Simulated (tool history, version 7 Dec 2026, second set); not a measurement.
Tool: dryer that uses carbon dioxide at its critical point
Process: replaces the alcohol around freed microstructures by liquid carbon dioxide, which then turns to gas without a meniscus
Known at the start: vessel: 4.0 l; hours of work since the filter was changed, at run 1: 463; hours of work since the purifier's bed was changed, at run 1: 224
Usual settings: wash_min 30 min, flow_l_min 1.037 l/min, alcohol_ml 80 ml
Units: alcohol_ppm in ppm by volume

run    day  wash_min  flow_l_min  alcohol_ml  hours of work since the filter was changed  hours of work since the purifier's bed was changed  alcohol_ppm
  1  0.000        30       1.037          80                                         463                                                 224          125
  2  0.192        30       1.037          80                                         466                                                 227          119
  3  0.504        30       1.037          80                                         471                                                 232          122
  4  0.675        30       1.037          80                                         474                                                 235          124
     0.779  -- inlet filter changed
  5  0.917        30       1.070          80                                           2                                                 238           70
  6  1.100        30       1.037          20                                           5                                                 241           49
  7  1.362        30       1.037          20                                          10                                                 246           49

The next listed run, before its measurement:
  8  1.679        30       1.037          35                                          15                                                 251            ?

{"run 8": {"alcohol_ppm": 55}}
Without the tool's hidden state the same run would have given alcohol_ppm 15 ppm by volume.
